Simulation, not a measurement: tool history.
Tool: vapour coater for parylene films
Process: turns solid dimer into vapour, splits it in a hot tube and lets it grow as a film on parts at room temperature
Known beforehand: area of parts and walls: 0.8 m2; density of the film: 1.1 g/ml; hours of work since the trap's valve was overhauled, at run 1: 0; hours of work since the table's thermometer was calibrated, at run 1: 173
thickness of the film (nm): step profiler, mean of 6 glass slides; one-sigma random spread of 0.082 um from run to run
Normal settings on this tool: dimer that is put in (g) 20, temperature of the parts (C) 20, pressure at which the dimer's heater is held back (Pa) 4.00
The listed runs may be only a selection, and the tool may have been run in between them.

run   hour  dimer that is put in (g)  temperature of the parts (C)  pressure at which the dimer's heater is held back (Pa)  hours of work since the trap's valve was overhauled  hours of work since the table's thermometer was calibrated  thickness of the film (nm)
  1    0.0                        20                            20                                                    4.00                                                    0                                                         173                       14890
  2   12.2                        20                            20                                                    4.00                                                   10                                                         183                       15030
  3   29.2                        20                            13                                                    4.00                                                   23                                                         196                       17320
  4   44.9                        20                            13                                                    4.00                                                   36                                                         209                       17350
  5   56.2                        20                            13                                                    4.00                                                   45                                                         218                       17320
  6   69.7                         9                            13                                                    4.00                                                   56                                                         229                        7790
  7   78.9                         9                            13                                                    4.00                                                   63                                                         236                        7790
  8   91.1                        20                            20                                                    2.08                                                   73                                                         246                       17360
  9   99.3                        20                            20                                                    2.08                                                   79                                                         252                       17510
 10  117.3                        15                            20                                                    4.00                                                   93                                                         266                       11150
 11  131.1                        20                            20                                                    5.60                                                  105                                                         278                       13590
 12  146.7                        20                            20                                                    5.60                                                  117                                                         290                       13520
 13  160.4                        20                            20                                                    5.60                                                  128                                                         301                       13650
 14  171.5                        20                            20                                                    4.00                                                  137                                                         310                       14760
 15  182.5                        20                            20                                                    4.00                                                  145                                                         318                       14830
 16  191.5                        20                            20                                                    4.00                                                  153                                                         326                       14800
 17  207.7                        20                            20                                                    2.98                                                  166                                                         339                       15820
 18  222.8                        20                            20                                                    2.98                                                  178                                                         351                       15960
 19  233.8                        20                            20                                                    4.00                                                  186                                                         359                       14770
 20  241.3                        20                            20                                                    4.00                                                  192                                                         365                       14780
 21  258.5                        20                            20                                                    4.00                                                  206                                                         379                       14770
 22  266.1                        20                            20                                                    4.00                                                  212                                                         385                       14520
 23  277.5                        20                            20                                                    4.00                                                  221                                                         394                       14610
 24  290.6                        20                            20                                                    4.00                                                  232                                                         405                       14690
 25  308.0                        30                            24                                                    4.00                                                  246                                                         419                       20140
     326.3  -- trap's valve overhauled
 26  326.3                        30                            24                                                    4.00                                                    0                                                         430                       20110
 27  337.2                        30                            24                                                    4.00                                                    9                                                         439                       20160
 28  347.3                        13                            24                                                    6.18                                                   17                                                         447                        7680
 29  359.1                        12                            16                                                    4.00                                                   26                                                         456                        9580
 30  368.1                         9                            31                                                    4.00                                                   33                                                         463                        5170
 31  382.6                        31                            25                                                    5.12                                                   45                                                         475                       19300
 32  397.3                         8                            20                                                    4.13                                                   57                                                         486                        5840
 33  408.6                        19                            27                                                    8.68                                                   66                                                         496                        9820
 34  425.5                        14                            27                                                    9.13                                                   79                                                         509                        7160
 35  441.4                        21                            23                                                    4.74                                                   92                                                         522                       13750
 36  456.8                        14                            26                                                    4.00                                                  104                                                         534                        8880
     472.6  -- gauge calibrated
 37  472.8                        15                            22                                                    2.27                                                  117                                                         547                       12350

Run 38, settings as shown, results not yet in. Your forecast:
 38  489.6                        10                            20                                                    3.23                                                  130                                                         560                           ?

Run 38 produced thickness of the film (nm) 7890.
If the tool had no hidden condition, the same run with the same run-to-run variation would have returned thickness of the film (nm) 7910.
